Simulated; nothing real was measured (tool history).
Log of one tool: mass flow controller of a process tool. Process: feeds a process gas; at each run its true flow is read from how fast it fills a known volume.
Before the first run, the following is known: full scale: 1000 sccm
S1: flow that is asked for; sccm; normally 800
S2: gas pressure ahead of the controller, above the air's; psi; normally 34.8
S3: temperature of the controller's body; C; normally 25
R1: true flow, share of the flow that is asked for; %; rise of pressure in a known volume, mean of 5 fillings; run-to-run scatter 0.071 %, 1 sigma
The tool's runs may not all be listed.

Run 1, hour 0: usual settings. Result: R1 99.92 %.
Run 2, hour 40: usual settings but S3 30 C. Result: R1 99.61 %.
Run 3, hour 112.7: usual settings but S1 523 sccm. Result: R1 99.1 %.
Run 4, hour 197: usual settings but S1 523 sccm, S3 26 C. Result: R1 99.01 %.
Run 5, hour 285.5: usual settings but S1 523 sccm, S3 26 C. Result: R1 99 %.
Run 6, hour 362.2: usual settings but S1 523 sccm, S3 26 C. Result: R1 98.91 %.
Run 7, hour 454.2: usual settings but S1 523 sccm, S3 26 C. Result: R1 98.91 %.
Run 8, hour 538.9: usual settings but S1 523 sccm, S3 26 C. Result: R1 99.05 %.
Run 9, hour 604.4: usual settings. Result: R1 99.86 %.
Run 10, hour 656.3: usual settings. Result: R1 100.09 %.
Run 11, hour 746.3: usual settings but S1 542 sccm, S2 25.1 psi, S3 27 C. Result: R1 98.54 %.
Run 12, hour 812.5: usual settings but S1 542 sccm, S2 25.1 psi, S3 30 C. Result: R1 98.34 %.
Run 13, hour 853.8: usual settings but S1 182 sccm, S2 36.3 psi, S3 36 C. Result: R1 96.47 %.
Run 14, hour 944.6: usual settings but S1 725 sccm, S2 35 psi, S3 38 C. Result: R1 98.8 %.
Run 15, hour 994.4: usual settings but S1 725 sccm, S2 35 psi, S3 38 C. Result: R1 98.83 %.
Run 16, hour 1083: usual settings but S1 154 sccm, S2 35.7 psi. Result: R1 96.83 %.
Run 17, hour 1167.7: usual settings but S1 154 sccm, S2 35.7 psi. Result: R1 96.77 %.
Run 18, hour 1210.1: usual settings but S1 154 sccm, S2 35.7 psi. Result: R1 96.59 %.

Consider 4 possible next runs. They are alternatives, not a sequence: every one starts from the tool as it was left by run 18. What does each give?
Run A, hour 1276.6: usual settings but S1 114 sccm, S2 21.6 psi, S3 29 C. Result: R1 ?.
Run B, hour 1276.6: usual settings but S1 154 sccm, S2 35.7 psi, S3 32 C. Result: R1 ?.
Run C, hour 1276.6: usual settings but S1 105 sccm, S2 35 psi, S3 38 C. Result: R1 ?.
Run D, hour 1276.6: usual settings but S1 154 sccm, S2 35.8 psi. Result: R1 ?.

run     R1
  A  95.01
  B   96.1
  C  94.68
  D  96.61
Without the tool's hidden state the same runs would have given:
run     R1
  A  96.95
  B  97.36
  C  96.85
  D  97.87
